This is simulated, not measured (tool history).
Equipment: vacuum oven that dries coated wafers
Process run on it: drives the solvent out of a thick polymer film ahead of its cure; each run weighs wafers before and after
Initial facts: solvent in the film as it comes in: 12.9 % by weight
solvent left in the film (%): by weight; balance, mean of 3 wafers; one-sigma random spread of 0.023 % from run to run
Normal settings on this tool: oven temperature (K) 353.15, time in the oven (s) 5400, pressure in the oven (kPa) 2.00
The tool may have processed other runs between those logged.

run,hour,oven temperature (K),time in the oven (s),pressure in the oven (kPa),solvent left in the film (%)
1,0.0,353.15,5400,2.00,1.47
2,23.7,353.15,5400,2.00,1.49
3,75.4,353.15,5400,2.00,1.46
4,107.0,353.15,5400,2.00,1.51
5,142.3,353.15,5400,2.00,1.48
6,178.6,353.15,5400,2.00,1.49
7,207.7,353.15,5400,2.00,1.48
8,253.2,353.15,5400,2.00,1.50
9,306.1,353.15,5400,7.56,4.06
10,360.1,353.15,5400,7.56,4.07
11,392.8,353.15,5400,2.00,1.53
12,419.1,353.15,5400,2.00,1.54
13,464.4,353.15,5400,2.00,1.53
14,508.4,353.15,5400,2.00,1.53
15,566.7,353.15,5400,2.00,1.56
16,592.2,353.15,8280,2.00,1.28
# hour 609.0: vacuum gauge cleaned of residue and calibrated
17,624.1,353.15,8280,2.00,1.00
18,660.5,345.15,2940,2.00,4.14
19,693.6,345.15,4680,2.00,2.74
# hour 732.2: oven's thermocouples calibrated
20,737.4,345.15,4680,1.55,2.31
21,789.3,348.15,4680,1.55,1.87
22,820.1,358.15,4680,1.04,0.64
23,869.8,368.15,4740,1.13,0.32
24,898.6,353.15,9660,7.56,3.52
25,955.5,353.15,8100,4.40,2.12
26,1006.3,353.15,4080,4.40,2.81
27,1044.9,353.15,2820,2.42,2.80
28,1075.4,367.15,6240,2.00,0.60
29,1132.3,367.15,6240,2.00,0.57
30,1165.1,367.15,6240,2.00,0.60
31,1196.4,353.15,5340,3.18,1.90
32,1246.9,353.15,5340,3.18,1.90
33,1281.7,355.15,4260,5.56,2.94
34,1339.2,348.15,4260,2.07,2.46

5 ways to go on from here, each from the tool as it stands after run 34. What would each give?
A,1383.5,362.15,3060,1.07,?
B,1383.5,361.15,3240,1.15,?
C,1383.5,348.15,7320,2.07,?
D,1383.5,353.15,9120,4.18,?
E,1383.5,354.15,7860,2.80,?

run,solvent left in the film (%)
A,0.97
B,0.97
C,1.56
D,2.13
E,1.39
Take away the tool's hidden state, keep each run's random variation, and the runs would have read:
run,solvent left in the film (%)
A,0.90
B,0.90
C,1.45
D,2.04
E,1.30
